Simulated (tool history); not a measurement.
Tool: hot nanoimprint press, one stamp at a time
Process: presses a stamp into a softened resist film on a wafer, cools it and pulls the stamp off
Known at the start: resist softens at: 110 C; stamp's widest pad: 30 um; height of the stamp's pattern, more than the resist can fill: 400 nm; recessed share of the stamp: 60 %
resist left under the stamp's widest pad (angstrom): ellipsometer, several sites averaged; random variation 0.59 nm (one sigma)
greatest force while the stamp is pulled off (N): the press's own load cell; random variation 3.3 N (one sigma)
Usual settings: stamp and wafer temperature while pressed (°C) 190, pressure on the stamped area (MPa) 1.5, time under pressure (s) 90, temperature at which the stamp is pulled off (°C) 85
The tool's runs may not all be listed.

run,hour,stamp and wafer temperature while pressed (°C),pressure on the stamped area (MPa),time under pressure (s),temperature at which the stamp is pulled off (°C),resist left under the stamp's widest pad (angstrom),greatest force while the stamp is pulled off (N)
1,0,190,1.5,90,85,841,230
2,5.9,190,1.5,90,85,835,238
3,13,190,1.5,90,85,839,243
4,21,190,1.5,90,85,857,243
5,27.1,190,1.97,90,85,758,241
6,36,190,1.97,90,85,743,246
7,40.8,190,1.97,90,85,739,243
8,51.4,190,1.97,90,85,750,243
9,59.4,190,1.97,90,85,745,252
10,69.3,190,1.97,90,85,757,249
11,74.3,193,1.97,137,74,575,326
12,81.8,187,1.5,82,85,951,250
13,90.1,202,1.5,90,92,608,232
14,98.4,202,1.47,90,75,622,315
15,105.8,202,1.47,90,75,606,315
16,115.6,202,1.47,90,75,608,327
17,122,185,1.47,90,92,991,230
# hour 128.1: plate thermocouple calibrated
18,135.2,185,1.19,90,89,1037,243
19,140.4,199,1.94,72,89,617,233
# hour 147.8: stamp cleaned and given a new release coat
20,153.5,190,2.28,90,77,671,182

5 ways to go on from here, each from the tool as it stands after run 20. What would each give?
A,161.7,193,1.87,57,85,?,?
B,161.7,182,2.28,90,93,?,?
C,161.7,190,1.41,118,76,?,?
D,161.7,190,1.89,60,77,?,?
E,161.7,190,1.74,99,77,?,?

run,resist left under the stamp's widest pad (angstrom),greatest force while the stamp is pulled off (N)
A,810,159
B,847,132
C,750,188
D,863,184
E,725,187
Without the tool's hidden state the same runs would have given:
run,resist left under the stamp's widest pad (angstrom),greatest force while the stamp is pulled off (N)
A,806,156
B,842,130
C,748,185
D,858,181
E,722,184

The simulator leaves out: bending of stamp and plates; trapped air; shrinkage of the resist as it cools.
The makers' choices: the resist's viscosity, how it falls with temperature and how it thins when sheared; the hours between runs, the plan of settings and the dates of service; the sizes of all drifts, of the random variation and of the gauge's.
